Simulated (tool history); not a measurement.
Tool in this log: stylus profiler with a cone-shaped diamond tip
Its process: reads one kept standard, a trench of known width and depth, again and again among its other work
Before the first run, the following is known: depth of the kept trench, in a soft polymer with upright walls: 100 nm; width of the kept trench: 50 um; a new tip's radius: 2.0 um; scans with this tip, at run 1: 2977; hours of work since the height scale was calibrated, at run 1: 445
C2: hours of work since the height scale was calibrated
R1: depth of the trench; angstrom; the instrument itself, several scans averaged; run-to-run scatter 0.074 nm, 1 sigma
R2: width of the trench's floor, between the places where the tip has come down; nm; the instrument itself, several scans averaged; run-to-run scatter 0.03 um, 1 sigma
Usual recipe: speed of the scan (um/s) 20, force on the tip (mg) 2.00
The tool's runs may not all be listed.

Run 1, hour 0.0: usual settings; scans with this tip 2977; C2 445. Result: R1 1007.5 angstrom, R2 48470 nm.
Run 2, hour 22.2: usual settings; scans with this tip 3038; C2 454. Result: R1 1006.9 angstrom, R2 48570 nm.
Run 3, hour 45.5: usual settings but force on the tip (mg) 3.95; scans with this tip 3102; C2 464. Result: R1 1009.6 angstrom, R2 48520 nm.
Run 4, hour 76.9: usual settings but force on the tip (mg) 3.95; scans with this tip 3188; C2 477. Result: R1 1011.5 angstrom, R2 48520 nm.
Run 5, hour 109.4: usual settings but force on the tip (mg) 3.95; scans with this tip 3278; C2 490. Result: R1 1011.6 angstrom, R2 48520 nm.
Run 6, hour 127.4: usual settings but force on the tip (mg) 3.95; scans with this tip 3327; C2 497. Result: R1 1010.8 angstrom, R2 48510 nm.
Run 7, hour 157.6: usual settings; scans with this tip 3410; C2 510. Result: R1 1009.2 angstrom, R2 48480 nm.
Run 8, hour 176.8: usual settings; scans with this tip 3463; C2 518. Result: R1 1008.4 angstrom, R2 48510 nm.
Run 9, hour 206.2: usual settings but force on the tip (mg) 2.12; scans with this tip 3544; C2 530. Result: R1 1007.8 angstrom, R2 48440 nm.
Run 10, hour 225.8: usual settings but force on the tip (mg) 2.12; scans with this tip 3598; C2 538. Result: R1 1008.2 angstrom, R2 48460 nm.
Run 11, hour 239.2: usual settings but force on the tip (mg) 2.12; scans with this tip 3634; C2 543. Result: R1 1008.3 angstrom, R2 48520 nm.
Run 12, hour 263.0: usual settings but force on the tip (mg) 1.23; scans with this tip 3700; C2 553. Result: R1 1005.5 angstrom, R2 48480 nm.
Run 13, hour 287.6: usual settings but force on the tip (mg) 1.23; scans with this tip 3768; C2 563. Result: R1 1008.1 angstrom, R2 48410 nm.
Run 14, hour 314.9: usual settings but force on the tip (mg) 1.23; scans with this tip 3842; C2 574. Result: R1 1007.4 angstrom, R2 48470 nm.
Run 15, hour 342.1: usual settings but force on the tip (mg) 1.23; scans with this tip 3917; C2 586. Result: R1 1007.6 angstrom, R2 48450 nm.
Run 16, hour 374.6: usual settings but force on the tip (mg) 1.23; scans with this tip 4006; C2 599. Result: R1 1005.8 angstrom, R2 48440 nm.
Run 17, hour 396.2: usual settings but force on the tip (mg) 1.23; scans with this tip 4066; C2 608. Result: R1 1005.1 angstrom, R2 48410 nm.
Run 18, hour 410.0: usual settings but force on the tip (mg) 1.23; scans with this tip 4104; C2 613. Result: R1 1006.6 angstrom, R2 48400 nm.
Run 19, hour 427.6: usual settings; scans with this tip 4152; C2 621. Result: R1 1008.4 angstrom, R2 48460 nm.
Run 20, hour 455.0: usual settings but force on the tip (mg) 4.54; scans with this tip 4227; C2 632. Result: R1 1013.4 angstrom, R2 48510 nm.
Run 21, hour 482.2: usual settings but speed of the scan (um/s) 9, force on the tip (mg) 5.72; scans with this tip 4302; C2 643. Result: R1 1014.0 angstrom, R2 48540 nm.
Run 22, hour 503.9: usual settings but speed of the scan (um/s) 8, force on the tip (mg) 4.12; scans with this tip 4361; C2 652. Result: R1 1011.7 angstrom, R2 48590 nm.
At hour 507.4: height scale calibrated on a step standard.
Run 23, hour 528.0: usual settings but speed of the scan (um/s) 6, force on the tip (mg) 0.99; scans with this tip 4426; C2 8. Result: R1 1007.0 angstrom, R2 48530 nm.
Run 24, hour 547.2: usual settings but speed of the scan (um/s) 6, force on the tip (mg) 0.99; scans with this tip 4479; C2 16. Result: R1 1008.0 angstrom, R2 48500 nm.
Run 25, hour 572.4: usual settings but speed of the scan (um/s) 27, force on the tip (mg) 0.99; scans with this tip 4548; C2 27. Result: R1 1007.6 angstrom, R2 48210 nm.
Run 26, hour 594.8: usual settings but force on the tip (mg) 0.98; scans with this tip 4610; C2 36. Result: R1 1007.0 angstrom, R2 48400 nm.
Run 27, hour 612.6: usual settings but force on the tip (mg) 0.98; scans with this tip 4659; C2 43. Result: R1 1007.4 angstrom, R2 48380 nm.
Run 28, hour 631.4: usual settings but force on the tip (mg) 0.98; scans with this tip 4710; C2 51. Result: R1 1008.0 angstrom, R2 48410 nm.
Run 29, hour 653.3: usual settings but speed of the scan (um/s) 28, force on the tip (mg) 0.83; scans with this tip 4771; C2 60. Result: R1 1007.5 angstrom, R2 48320 nm.
At hour 655.6: height scale calibrated on a step standard, once more.
Run 30, hour 668.6: usual settings but speed of the scan (um/s) 28, force on the tip (mg) 0.83; scans with this tip 4811; C2 5. Result: R1 1004.3 angstrom, R2 48270 nm.
Run 31, hour 701.3: usual settings but speed of the scan (um/s) 78, force on the tip (mg) 2.93; scans with this tip 4901; C2 19. Result: R1 1008.4 angstrom, R2 48130 nm.
Run 32, hour 727.5: usual settings but speed of the scan (um/s) 37, force on the tip (mg) 1.87; scans with this tip 4973; C2 29. Result: R1 1006.8 angstrom, R2 48270 nm.
Run 33, hour 741.0: usual settings but speed of the scan (um/s) 6, force on the tip (mg) 3.15; scans with this tip 5010; C2 35. Result: R1 1008.3 angstrom, R2 48480 nm.
Run 34, hour 761.8: usual settings but speed of the scan (um/s) 25, force on the tip (mg) 0.96; scans with this tip 5067; C2 44. Result: R1 1004.6 angstrom, R2 48320 nm.
Run 35, hour 786.9: usual settings but speed of the scan (um/s) 32, force on the tip (mg) 3.21; scans with this tip 5136; C2 54. Result: R1 1010.3 angstrom, R2 48410 nm.
Run 36, hour 805.4: usual settings but speed of the scan (um/s) 7, force on the tip (mg) 0.89; scans with this tip 5187; C2 62. Result: R1 1002.4 angstrom, R2 48510 nm.
Run 37, hour 821.8: usual settings but speed of the scan (um/s) 7, force on the tip (mg) 0.89; scans with this tip 5232; C2 68. Result: R1 1004.6 angstrom, R2 48460 nm.

Measured result minus the same run's result without the hidden state. Both carry the same run-to-run variation, though not necessarily the same gauge scatter:
What the log doesn't record here: radius of the tip, um; height scale over the true one, %; drift of the gauge itself on depth_nm, %; drift of the gauge itself on floor_um, %.
run    R1    R2
  1  +1.7  -110
  2  +1.8  -110
  3  +1.8  -110
  4  +1.9  -120
  5  +1.9  -120
  6  +2.0  -120
  7  +1.9  -130
  8  +2.0  -130
  9  +2.0  -130
 10  +2.1  -130
 11  +2.1  -130
 12  +2.1  -140
 13  +2.2  -130
 14  +2.2  -140
 15  +2.3  -140
 16  +2.3  -150
 17  +2.4  -150
 18  +2.3  -150
 19  +2.4  -150
 20  +2.4  -150
 21  +2.4  -160
 22  +2.6  -160
 23  +4.3  -160
 24  +4.3  -160
 25  +4.3  -170
 26  +4.4  -160
 27  +4.3  -170
 28  +4.4  -170
 29  +4.4  -180
 30  +0.4  -180
 31  +0.5  -180
 32  +0.5  -180
 33  +0.6  -190
 34  +0.6  -180
 35  +0.6  -190
 36  +0.6  -190
 37  +0.6  -190
